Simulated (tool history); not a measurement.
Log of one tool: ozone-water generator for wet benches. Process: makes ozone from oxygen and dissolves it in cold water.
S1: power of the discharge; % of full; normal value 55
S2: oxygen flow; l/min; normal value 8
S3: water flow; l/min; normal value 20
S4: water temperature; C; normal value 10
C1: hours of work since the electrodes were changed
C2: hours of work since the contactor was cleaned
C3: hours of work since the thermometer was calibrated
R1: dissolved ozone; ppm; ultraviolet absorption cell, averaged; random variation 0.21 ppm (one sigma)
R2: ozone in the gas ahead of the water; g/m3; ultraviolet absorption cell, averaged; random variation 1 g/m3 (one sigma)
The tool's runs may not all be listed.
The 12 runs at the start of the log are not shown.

Run 13, hour 1198.2: usual settings; C1 2411; C2 2509; C3 2169. Result: R1 30.3 ppm, R2 177.6 g/m3.
Run 14, hour 1294.9: usual settings but S2 13.09 l/min; C1 2473; C2 2571; C3 2231. Result: R1 28.9 ppm, R2 135 g/m3.
Run 15, hour 1355.5: usual settings but S2 13.09 l/min; C1 2512; C2 2609; C3 2269. Result: R1 28.8 ppm, R2 135.8 g/m3.
Run 16, hour 1473.1: usual settings but S2 13.09 l/min, S3 14 l/min; C1 2587; C2 2684; C3 2345. Result: R1 33.8 ppm, R2 135.3 g/m3.
Run 17, hour 1574.5: usual settings but S2 6.57 l/min, S3 14 l/min, S4 8 C; C1 2652; C2 2749; C3 2409. Result: R1 39.8 ppm, R2 198.7 g/m3.
Run 18, hour 1702.9: usual settings but S2 6.57 l/min, S3 14 l/min; C1 2734; C2 2831; C3 2491. Result: R1 38.6 ppm, R2 199.8 g/m3.
Run 19, hour 1828.1: usual settings but S2 6.57 l/min, S3 14 l/min; C1 2814; C2 2911; C3 2571. Result: R1 38.5 ppm, R2 198.6 g/m3.
Run 20, hour 1902.9: usual settings but S1 73 % of full, S2 6.57 l/min, S3 14 l/min; C1 2862; C2 2959; C3 2619. Result: R1 48.1 ppm, R2 248.1 g/m3.
Run 21, hour 1999: usual settings but S1 73 % of full, S2 6.57 l/min, S3 14 l/min; C1 2923; C2 3020; C3 2681. Result: R1 46.9 ppm, R2 249 g/m3.
Run 22, hour 2061.5: usual settings but S1 73 % of full, S2 6.57 l/min, S3 14 l/min; C1 2963; C2 3060; C3 2720. Result: R1 47.2 ppm, R2 249.1 g/m3.
Run 23, hour 2136.2: usual settings but S2 12.05 l/min, S3 22 l/min; C1 3011; C2 3108; C3 2768. Result: R1 27.6 ppm, R2 142.8 g/m3.
Run 24, hour 2233.4: usual settings but S2 12.05 l/min, S3 22 l/min; C1 3073; C2 3170; C3 2830. Result: R1 27.8 ppm, R2 143.3 g/m3.
Run 25, hour 2290.7: usual settings but S2 12.05 l/min, S3 22 l/min; C1 3109; C2 3207; C3 2867. Result: R1 28.2 ppm, R2 143.5 g/m3.
Run 26, hour 2348.7: usual settings but S2 12.05 l/min, S3 22 l/min; C1 3146; C2 3244; C3 2904. Result: R1 27.9 ppm, R2 145.6 g/m3.
Run 27, hour 2451.2: usual settings but S2 12.05 l/min, S3 22 l/min; C1 3212; C2 3309; C3 2969. Result: R1 28 ppm, R2 143.4 g/m3.
At hour 2513.2: gauge calibrated.
Run 28, hour 2513.2: usual settings but S1 56 % of full, S3 24 l/min; C1 3252; C2 3349; C3 3009. Result: R1 27.4 ppm, R2 177.4 g/m3.
Run 29, hour 2569.5: usual settings but S1 56 % of full, S3 24 l/min; C1 3288; C2 3385; C3 3045. Result: R1 27.4 ppm, R2 176.1 g/m3.
Run 30, hour 2671.1: usual settings but S1 56 % of full, S3 24 l/min; C1 3352; C2 3450; C3 3110. Result: R1 27.3 ppm, R2 176.7 g/m3.
Run 31, hour 2760: usual settings but S1 56 % of full, S3 24 l/min; C1 3409; C2 3507; C3 3167. Result: R1 27.5 ppm, R2 177.5 g/m3.
Run 32, hour 2830.9: usual settings but S2 10.79 l/min; C1 3455; C2 3552; C3 3212. Result: R1 29.8 ppm, R2 148.4 g/m3.

4 options for the next run, each taken on its own from the tool as it stands now. Forecast them:
Run A, hour 2904.2: usual settings but S2 14.01 l/min; C1 3501; C2 3599; C3 3259. Result: R1 ?, R2 ?.
Run B, hour 2904.2: usual settings but S1 62 % of full, S2 5.23 l/min, S3 19 l/min; C1 3501; C2 3599; C3 3259. Result: R1 ?, R2 ?.
Run C, hour 2904.2: usual settings but S1 51 % of full; C1 3501; C2 3599; C3 3259. Result: R1 ?, R2 ?.
Run D, hour 2904.2: usual settings but S1 81 % of full, S2 5 l/min, S4 13 C; C1 3501; C2 3599; C3 3259. Result: R1 ?, R2 ?.

run    R1     R2
  A  28.2  126.7
  B  34.6  244.8
  C  28.7    165
  D  39.6    307
With no hidden state in the tool, these same runs would have given:
run    R1     R2
  A  28.2  126.2
  B  34.7  243.9
  C  28.7  164.3
  D  39.6  305.8
